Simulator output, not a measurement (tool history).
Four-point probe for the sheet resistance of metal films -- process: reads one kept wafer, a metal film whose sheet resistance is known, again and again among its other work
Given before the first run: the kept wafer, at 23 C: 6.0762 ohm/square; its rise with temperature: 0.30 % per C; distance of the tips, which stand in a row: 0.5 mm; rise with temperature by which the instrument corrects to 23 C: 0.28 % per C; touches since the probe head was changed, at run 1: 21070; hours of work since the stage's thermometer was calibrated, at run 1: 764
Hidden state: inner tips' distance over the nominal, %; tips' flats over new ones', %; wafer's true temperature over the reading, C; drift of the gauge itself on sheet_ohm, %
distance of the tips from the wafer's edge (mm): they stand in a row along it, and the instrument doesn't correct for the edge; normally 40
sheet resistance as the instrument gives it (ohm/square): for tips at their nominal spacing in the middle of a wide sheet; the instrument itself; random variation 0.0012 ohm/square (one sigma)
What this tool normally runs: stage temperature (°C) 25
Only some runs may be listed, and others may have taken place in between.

run    hour  stage temperature (°C)  distance of the tips from the wafer's edge (mm)  touches since the probe head was changed  hours of work since the stage's thermometer was calibrated  sheet resistance as the instrument gives it (ohm/square)
  1       0                      25                                               40                                     21070                                                         764                                                   6.05744
  2      53                      25                                               40                                     21613                                                         786                                                  6.059627
  3     138                      25                                                3                                     22482                                                         823                                                  6.145675
  4   194.1                      19                                               40                                     23056                                                         847                                                  6.047794
  5   240.5                      19                                               43                                     23530                                                         867                                                  6.049965
  6   330.6                      25                                               40                                     24452                                                         906                                                  6.057236
  7   388.6                      25                                               40                                     25046                                                         931                                                  6.058842
  8   471.6                      25                                               40                                     25894                                                         967                                                  6.056181
  9   510.2                      25                                               41                                     26289                                                         984                                                  6.055313
 10   566.1                      25                                               41                                     26861                                                        1008                                                  6.054461
 11   630.1                      25                                               41                                     27515                                                        1035                                                  6.056481
 12   701.3                      25                                               41                                     28243                                                        1066                                                  6.055748
 13   774.3                      25                                               41                                     28990                                                        1097                                                  6.054402
 14   819.4                      25                                               41                                     29451                                                        1117                                                  6.054562
 15   881.7                      26                                               41                                     30089                                                        1144                                                  6.055355
 16   964.4                      26                                               41                                     30935                                                        1179                                                  6.055264
 17  1051.8                      35                                                9                                     31828                                                        1217                                                  6.076171
 18  1134.7                      20                                                3                                     32677                                                        1253                                                  6.134164
 19    1175                      20                                                5                                     33089                                                        1270                                                  6.078558
 20  1261.6                      23                                                4                                     33974                                                        1307                                                  6.100015
 21  1332.4                      28                                               35                                     34699                                                        1338                                                  6.056547
 22  1374.1                      32                                                8                                     35126                                                        1356                                                  6.075335
 23  1433.8                      29                                               13                                     35736                                                        1382                                                  6.059687

Below are 5 alternative next runs, each starting from the tool's condition after run 23. Predict each:
  A  1503.6                      26                                               11                                     36450                                                        1412                                                         ?
  B  1503.6                      22                                                8                                     36450                                                        1412                                                         ?
  C  1503.6                      29                                               11                                     36450                                                        1412                                                         ?
  D  1503.6                      24                                                4                                     36450                                                        1412                                                         ?
  E  1503.6                      27                                               11                                     36450                                                        1412                                                         ?

run  sheet resistance as the instrument gives it (ohm/square)
  A                                                  6.059303
  B                                                  6.060418
  C                                                  6.066479
  D                                                  6.099577
  E                                                  6.063954
Without the tool's unlogged condition, the same runs would have read:
run  sheet resistance as the instrument gives it (ohm/square)
  A                                                  6.086838
  B                                                  6.088018
  C                                                  6.093999
  D                                                  6.127314
  E                                                  6.091494
